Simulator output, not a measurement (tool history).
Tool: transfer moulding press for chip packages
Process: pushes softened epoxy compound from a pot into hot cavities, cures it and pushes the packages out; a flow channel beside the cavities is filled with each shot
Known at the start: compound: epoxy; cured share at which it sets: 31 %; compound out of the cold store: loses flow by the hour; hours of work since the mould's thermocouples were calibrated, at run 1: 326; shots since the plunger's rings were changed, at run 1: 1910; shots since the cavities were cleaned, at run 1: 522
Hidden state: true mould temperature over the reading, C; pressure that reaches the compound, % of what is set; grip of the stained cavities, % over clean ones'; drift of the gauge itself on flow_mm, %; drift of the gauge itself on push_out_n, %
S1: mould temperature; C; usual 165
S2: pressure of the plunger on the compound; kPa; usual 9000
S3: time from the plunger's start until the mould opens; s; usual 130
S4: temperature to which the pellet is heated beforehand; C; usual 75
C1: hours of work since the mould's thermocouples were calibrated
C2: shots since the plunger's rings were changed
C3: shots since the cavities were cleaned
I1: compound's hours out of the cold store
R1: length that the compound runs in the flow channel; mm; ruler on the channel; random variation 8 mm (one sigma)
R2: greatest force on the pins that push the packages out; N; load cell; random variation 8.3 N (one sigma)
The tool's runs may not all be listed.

Run 1, day 0.000: usual settings; C1 326; C2 1910; C3 522; I1 26.3. Result: R1 799 mm, R2 620 N.
Run 2, day 0.621: usual settings but S2 7580 kPa; C1 336; C2 2045; C3 657; I1 17.9. Result: R1 773 mm, R2 665 N.
At day 0.758: cavities cleaned with cleaning compound and waxed.
Run 3, day 1.204: usual settings but S2 7580 kPa; C1 343; C2 2157; C3 96; I1 45.1. Result: R1 656 mm, R2 709 N.
Run 4, day 1.821: usual settings but S2 7580 kPa, S3 150 s; C1 353; C2 2292; C3 231; I1 47.3. Result: R1 639 mm, R2 664 N.
Run 5, day 2.175: usual settings but S2 7580 kPa, S3 150 s; C1 358; C2 2369; C3 308; I1 27.5. Result: R1 725 mm, R2 678 N.
Run 6, day 2.446: usual settings; C1 362; C2 2427; C3 366; I1 12.1. Result: R1 878 mm, R2 703 N.
Run 7, day 2.871: usual settings; C1 369; C2 2519; C3 458; I1 23.3. Result: R1 803 mm, R2 719 N.
At day 3.079: cavities cleaned with cleaning compound and waxed, once more.
Run 8, day 3.512: usual settings; C1 378; C2 2645; C3 94; I1 42.4. Result: R1 710 mm, R2 429 N.
Run 9, day 4.046: usual settings; C1 386; C2 2761; C3 210; I1 35.3. Result: R1 746 mm, R2 506 N.
Run 10, day 4.483: usual settings; C1 392; C2 2856; C3 305; I1 43.9. Result: R1 704 mm, R2 535 N.
Run 11, day 4.900: usual settings; C1 399; C2 2946; C3 395; I1 37.9. Result: R1 732 mm, R2 553 N.
Run 12, day 5.408: usual settings; C1 406; C2 3057; C3 506; I1 9.1. Result: R1 888 mm, R2 644 N.
Run 13, day 5.929: usual settings but S2 8010 kPa; C1 414; C2 3169; C3 618; I1 12.5. Result: R1 791 mm, R2 644 N.
At day 6.262: cavities cleaned with cleaning compound and waxed.
Run 14, day 6.292: usual settings; C1 419; C2 3235; C3 7; I1 24.4. Result: R1 792 mm, R2 352 N.
Run 15, day 6.796: usual settings; C1 426; C2 3344; C3 116; I1 43.9. Result: R1 689 mm, R2 442 N.
Run 16, day 7.346: usual settings but S1 157 C, S2 9130 kPa, S4 83 C; C1 435; C2 3463; C3 235; I1 35.3. Result: R1 764 mm, R2 713 N.
Run 17, day 7.962: usual settings but S1 157 C, S2 9190 kPa, S4 73 C; C1 444; C2 3597; C3 369; I1 26.7. Result: R1 804 mm, R2 803 N.
Run 18, day 8.438: usual settings but S3 168 s; C1 451; C2 3700; C3 472; I1 36.3. Result: R1 731 mm, R2 562 N.
Run 19, day 8.733: usual settings but S3 168 s; C1 456; C2 3765; C3 537; I1 21.9. Result: R1 806 mm, R2 546 N.
Run 20, day 9.275: usual settings but S3 168 s; C1 464; C2 3882; C3 654; I1 10.5. Result: R1 853 mm, R2 587 N.
At day 9.425: cavities cleaned with cleaning compound and waxed.
Run 21, day 9.946: usual settings but S1 172 C, S3 149 s; C1 473; C2 4014; C3 113; I1 13.1. Result: R1 816 mm, R2 402 N.
Run 22, day 10.279: usual settings but S3 115 s, S4 66 C; C1 478; C2 4086; C3 185; I1 22.5. Result: R1 795 mm, R2 585 N.
Run 23, day 10.712: usual settings but S3 115 s, S4 66 C; C1 485; C2 4180; C3 279; I1 10.7. Result: R1 853 mm, R2 646 N.
Run 24, day 11.004: usual settings but S2 9650 kPa, S3 155 s, S4 66 C; C1 489; C2 4243; C3 342; I1 33.1. Result: R1 766 mm, R2 509 N.
Run 25, day 11.579: usual settings but S2 9650 kPa, S3 155 s, S4 66 C; C1 498; C2 4369; C3 468; I1 14.5. Result: R1 857 mm, R2 574 N.
Run 26, day 11.871: usual settings but S2 9650 kPa, S3 155 s, S4 66 C; C1 503; C2 4432; C3 531; I1 36.1. Result: R1 752 mm, R2 564 N.
Run 27, day 12.446: usual settings but S2 9010 kPa, S4 72 C; C1 511; C2 4557; C3 656; I1 32.6. Result: R1 730 mm, R2 650 N.
At day 12.583: cavities cleaned with cleaning compound and waxed.
Run 28, day 13.067: usual settings but S2 9010 kPa, S4 72 C; C1 520; C2 4678; C3 105; I1 33.7. Result: R1 730 mm, R2 438 N.

3 ways to go on from here, each from the tool as it stands after run 28. What would each give?
Run A, day 13.475: usual settings but S1 167 C, S2 9810 kPa; C1 526; C2 4766; C3 193; I1 22.2. Result: R1 ?, R2 ?.
Run B, day 13.475: usual settings but S2 7420 kPa, S3 140 s; C1 526; C2 4766; C3 193; I1 26.7. Result: R1 ?, R2 ?.
Run C, day 13.475: usual settings but S2 10430 kPa, S4 76 C; C1 526; C2 4766; C3 193; I1 43.1. Result: R1 ?, R2 ?.

run   R1   R2
  A  799  486
  B  690  466
  C  728  501
Without the tool's hidden state the same runs would have given:
run   R1   R2
  A  872  345
  B  753  330
  C  795  358

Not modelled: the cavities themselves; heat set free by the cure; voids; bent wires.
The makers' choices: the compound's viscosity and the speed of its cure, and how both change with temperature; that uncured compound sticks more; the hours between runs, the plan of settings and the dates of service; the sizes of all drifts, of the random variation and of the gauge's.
